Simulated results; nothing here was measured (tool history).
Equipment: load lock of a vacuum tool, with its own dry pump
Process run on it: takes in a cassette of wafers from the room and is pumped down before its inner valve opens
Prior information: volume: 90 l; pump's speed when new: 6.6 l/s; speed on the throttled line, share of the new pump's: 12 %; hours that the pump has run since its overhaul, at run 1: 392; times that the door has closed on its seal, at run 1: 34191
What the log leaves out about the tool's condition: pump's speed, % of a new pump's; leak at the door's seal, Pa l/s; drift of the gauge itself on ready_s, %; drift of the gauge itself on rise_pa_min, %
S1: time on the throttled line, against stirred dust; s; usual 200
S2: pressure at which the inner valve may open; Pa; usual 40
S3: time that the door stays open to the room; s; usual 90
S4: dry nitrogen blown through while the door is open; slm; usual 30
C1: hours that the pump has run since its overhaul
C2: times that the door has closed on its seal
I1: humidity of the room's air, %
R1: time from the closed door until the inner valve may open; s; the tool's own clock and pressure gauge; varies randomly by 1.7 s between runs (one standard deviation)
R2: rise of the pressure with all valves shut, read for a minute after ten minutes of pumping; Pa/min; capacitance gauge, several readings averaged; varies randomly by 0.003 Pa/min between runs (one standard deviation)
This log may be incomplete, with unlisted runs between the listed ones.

| run | hour | S1 | S2 | S3 | S4 | C1 | C2 | I1 | R1 | R2 |
|---|---|---|---|---|---|---|---|---|---|---|
| 1 | 0 | 200 | 40 | 90 | 30 | 392 | 34191 | 45.5 | 282.8 | 0.213 |
| 2 | 430.9 | 200 | 40 | 90 | 30 | 823 | 35976 | 47.4 | 283.5 | 0.228 |
| 3 | 917 | 200 | 40 | 90 | 30 | 1309 | 37988 | 45.2 | 285.4 | 0.248 |
| 4 | 1359.9 | 200 | 40 | 90 | 30 | 1752 | 39822 | 45.9 | 286 | 0.275 |
| 5 | 1677.7 | 200 | 40 | 90 | 30 | 2070 | 41138 | 48 | 284 | 0.275 |
| 6 | 2089.9 | 200 | 40 | 90 | 30 | 2482 | 42844 | 44.4 | 286.5 | 0.301 |
| 7 | 2446 | 200 | 40 | 90 | 30 | 2838 | 44319 | 46.2 | 286.4 | 0.309 |
| 8 | 2799.8 | 200 | 40 | 90 | 30 | 3192 | 45783 | 45.9 | 287.6 | 0.337 |
| 9 | 3130 | 200 | 40 | 90 | 30 | 3522 | 47151 | 49.9 | 283.7 | 0.35 |
| 10 | 3380.2 | 200 | 40 | 90 | 30 | 3772 | 48187 | 42.4 | 291.6 | 0.361 |
| 11 | 3583.6 | 200 | 40 | 90 | 30 | 3976 | 49029 | 42 | 288.5 | 0.378 |
| 12 | 4011.9 | 200 | 40 | 90 | 30 | 4404 | 50802 | 44.6 | 292.2 | 0.392 |
| 13 | 4506.3 | 200 | 40 | 90 | 30 | 4898 | 52849 | 46.9 | 290.8 | 0.423 |
| 14 | 4943.3 | 200 | 43 | 90 | 30 | 5335 | 54659 | 42.8 | 292 | 0.443 |
|  | 4991.4 | door's seal changed, seat wiped |
| 15 | 5166 | 200 | 43 | 71 | 30 | 5557 | 723 | 46.8 | 292 | 0.022 |
| 16 | 5582 | 200 | 43 | 71 | 30 | 5973 | 2445 | 46.6 | 286.2 | 0.03 |
| 17 | 5873.1 | 200 | 43 | 71 | 30 | 6264 | 3650 | 46.6 | 292.9 | 0.029 |
| 18 | 6092.4 | 200 | 43 | 71 | 30 | 6483 | 4558 | 42.4 | 292.4 | 0.032 |
| 19 | 6510 | 200 | 43 | 71 | 6 | 6901 | 6287 | 47.7 | 293.1 | 0.053 |
| 20 | 6979.4 | 200 | 43 | 71 | 6 | 7370 | 8231 | 44.3 | 295.2 | 0.056 |
| 21 | 7292.8 | 123 | 40 | 90 | 30 | 7683 | 9528 | 45 | 228.7 | 0.056 |
| 22 | 7561.2 | 329 | 40 | 90 | 24 | 7952 | 10640 | 44.7 | 409.1 | 0.063 |
| 23 | 7953 | 255 | 40 | 116 | 30 | 8344 | 12262 | 46 | 341.4 | 0.07 |
| 24 | 8191.2 | 200 | 63 | 90 | 30 | 8582 | 13248 | 47.8 | 288.7 | 0.075 |
| 25 | 8464.5 | 200 | 63 | 90 | 30 | 8855 | 14379 | 43.6 | 289 | 0.073 |
| 26 | 8731.9 | 200 | 63 | 45 | 30 | 9122 | 15487 | 42.9 | 289.5 | 0.072 |
| 27 | 9210.1 | 200 | 63 | 45 | 30 | 9601 | 17467 | 47.5 | 291.9 | 0.087 |
| 28 | 9543.3 | 236 | 30 | 89 | 14 | 9934 | 18846 | 42.1 | 336.6 | 0.106 |
| 29 | 9939.8 | 236 | 61 | 186 | 14 | 10330 | 20488 | 47 | 324.8 | 0.128 |
| 30 | 10204.9 | 236 | 61 | 186 | 14 | 10595 | 21585 | 41.8 | 325.1 | 0.133 |
| 31 | 10486.5 | 310 | 43 | 43 | 9 | 10877 | 22752 | 47.2 | 400.5 | 0.126 |
| 32 | 10754.7 | 110 | 40 | 90 | 30 | 11145 | 23862 | 41.5 | 226.7 | 0.128 |
| 33 | 11050.1 | 248 | 44 | 90 | 30 | 11441 | 25085 | 43.5 | 341.9 | 0.144 |
| 34 | 11411.6 | 248 | 37 | 58 | 30 | 11802 | 26582 | 45 | 345 | 0.146 |
| 35 | 11693.3 | 248 | 37 | 55 | 25 | 12084 | 27748 | 41.2 | 347.9 | 0.159 |
| 36 | 12035.3 | 343 | 31 | 107 | 6 | 12426 | 29164 | 47.4 | 428.5 | 0.193 |

Forecast each of these 5 alternatives for the next run:
| A | 12382.3 | 329 | 40 | 39 | 30 | 12773 | 30601 | 46.6 | ? | ? |
| B | 12382.3 | 200 | 29 | 90 | 30 | 12773 | 30601 | 46 | ? | ? |
| C | 12382.3 | 200 | 28 | 90 | 7 | 12773 | 30601 | 44.8 | ? | ? |
| D | 12382.3 | 200 | 80 | 57 | 4 | 12773 | 30601 | 48.3 | ? | ? |
| E | 12382.3 | 200 | 29 | 104 | 34 | 12773 | 30601 | 40.5 | ? | ? |

| run | R1 | R2 |
|---|---|---|
| A | 418.2 | 0.178 |
| B | 311.4 | 0.185 |
| C | 312 | 0.201 |
| D | 295.1 | 0.193 |
| E | 312 | 0.186 |
Without the tool's hidden state the same runs would have given:
| run | R1 | R2 |
|---|---|---|
| A | 398.5 | 0.012 |
| B | 285.8 | 0.016 |
| C | 286.3 | 0.036 |
| D | 273.5 | 0.027 |
| E | 286.3 | 0.022 |

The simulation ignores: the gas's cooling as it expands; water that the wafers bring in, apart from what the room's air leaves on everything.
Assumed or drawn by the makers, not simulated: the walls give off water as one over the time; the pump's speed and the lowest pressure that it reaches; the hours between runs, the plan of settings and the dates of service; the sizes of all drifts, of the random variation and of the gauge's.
